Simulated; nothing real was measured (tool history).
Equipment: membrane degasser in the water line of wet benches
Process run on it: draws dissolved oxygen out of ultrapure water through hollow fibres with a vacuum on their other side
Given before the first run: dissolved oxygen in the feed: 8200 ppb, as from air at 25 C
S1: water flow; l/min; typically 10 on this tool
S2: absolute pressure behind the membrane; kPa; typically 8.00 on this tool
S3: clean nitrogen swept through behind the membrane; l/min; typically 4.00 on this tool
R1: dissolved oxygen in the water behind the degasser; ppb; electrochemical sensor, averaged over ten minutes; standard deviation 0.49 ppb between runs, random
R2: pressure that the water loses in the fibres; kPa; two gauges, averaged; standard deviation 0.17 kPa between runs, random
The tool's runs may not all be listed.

run	day	S1	S2	S3	R1	R2
1	0.000	10	8.00	4.00	41.6	28.12
2	4.946	10	8.00	4.00	41.4	27.97
3	8.812	10	8.00	1.98	71.0	28.25
4	16.229	10	8.00	1.98	72.1	27.95
# day 18.583: vacuum gauge calibrated
5	19.992	10	8.00	1.98	72.8	28.43
6	24.512	10	8.00	1.98	70.9	28.16
7	31.992	10	8.00	1.98	72.6	28.08
8	36.225	10	8.00	1.98	70.4	28.40
9	40.454	10	8.00	1.98	72.1	28.25
10	46.529	10	8.00	1.98	71.2	28.11
11	53.929	10	8.00	1.98	73.5	28.37
12	62.412	10	8.00	4.00	42.8	28.10
13	70.900	10	8.00	4.00	43.5	28.43
14	79.246	10	8.00	4.00	42.4	28.32
15	88.108	12	16.45	3.32	138.9	34.05
16	96.696	12	12.88	10.16	54.4	34.41
17	102.192	12	12.88	10.16	54.9	33.95
18	108.746	12	12.88	10.16	54.2	33.98
19	116.638	12	12.88	10.16	55.7	34.35
20	122.667	10	8.00	2.34	64.4	28.39
21	130.850	7	10.03	2.34	55.7	19.73
22	135.779	11	11.32	2.64	104.4	31.34
23	140.625	15	8.87	2.40	144.4	42.54
24	145.158	9	8.00	3.10	44.1	25.65
# day 151.750: seals of the vacuum lines changed
25	153.492	12	16.46	4.00	121.7	34.21
26	158.738	9	6.20	10.19	14.4	25.92
27	164.992	9	5.89	7.93	16.2	26.09

What if the next run were any one of these 3? Each begins from the tool's condition after run 27:
A	169.338	8	15.07	9.68	?	?
B	169.338	9	13.33	5.57	?	?
C	169.338	16	5.89	9.51	?	?

run	R1	R2
A	29.9	22.56
B	48.6	26.13
C	82.6	45.94
Stripped of hidden state, with their random variation kept, the same runs would have yielded:
run	R1	R2
A	28.0	21.20
B	45.4	24.60
C	63.9	43.23
